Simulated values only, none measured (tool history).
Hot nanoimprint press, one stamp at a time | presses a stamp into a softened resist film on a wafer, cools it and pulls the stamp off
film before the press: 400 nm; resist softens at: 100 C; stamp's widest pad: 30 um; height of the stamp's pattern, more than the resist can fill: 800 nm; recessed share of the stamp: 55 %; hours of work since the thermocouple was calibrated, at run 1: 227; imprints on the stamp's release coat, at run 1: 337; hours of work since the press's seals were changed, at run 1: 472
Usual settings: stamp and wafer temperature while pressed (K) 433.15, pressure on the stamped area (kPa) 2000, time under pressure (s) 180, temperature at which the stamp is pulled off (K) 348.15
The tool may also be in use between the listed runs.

run	day	stamp and wafer temperature while pressed (K)	pressure on the stamped area (kPa)	time under pressure (s)	temperature at which the stamp is pulled off (K)	hours of work since the thermocouple was calibrated	imprints on the stamp's release coat	hours of work since the press's seals were changed	resist left under the stamp's widest pad (angstrom)	greatest force while the stamp is pulled off (N)
1	0	433.15	2000	180	348.15	227	337	472	2105	164
2	0.662	433.15	2000	180	348.15	237	386	482	2096	157
3	1.346	433.15	2000	180	348.15	247	437	492	2098	161
4	1.767	433.15	2000	180	348.15	253	468	498	2101	164
5	2.388	441.15	2000	180	348.15	262	514	507	1532	166
6	2.8	433.15	1380	180	348.15	268	544	513	2529	161
7	3.367	433.15	1380	180	348.15	276	586	521	2533	162
8	4.204	433.15	1380	180	348.15	288	648	533	2531	159
9	4.833	433.15	2000	282	348.15	297	694	542	1823	162
10	5.212	433.15	2000	282	348.15	303	723	548	1830	161
11	6.033	433.15	2000	282	348.15	314	783	560	1813	162
12	6.896	433.15	2000	129	348.15	327	847	572	2316	161
# day 7.175: plate thermocouple calibrated
13	7.604	433.15	2000	129	348.15	6	890	581	2306	161
14	8.471	433.15	2000	129	348.15	19	954	593	2296	162
15	8.925	433.15	2000	129	348.15	25	988	600	2311	161
16	9.638	435.15	1550	283	348.15	36	1040	610	1935	162
17	10.279	443.15	2980	320	342.15	45	1088	619	909	173

Run 18 comes next. What will it give?
18	10.783	443.15	2980	123	350.15	52	1125	627	?	?

{"run 18": {"resist left under the stamp's widest pad (angstrom)": 1260, "greatest force while the stamp is pulled off (N)": 162}}
Without the tool's hidden state the same run would have given resist left under the stamp's widest pad (angstrom) 1271, greatest force while the stamp is pulled off (N) 161.

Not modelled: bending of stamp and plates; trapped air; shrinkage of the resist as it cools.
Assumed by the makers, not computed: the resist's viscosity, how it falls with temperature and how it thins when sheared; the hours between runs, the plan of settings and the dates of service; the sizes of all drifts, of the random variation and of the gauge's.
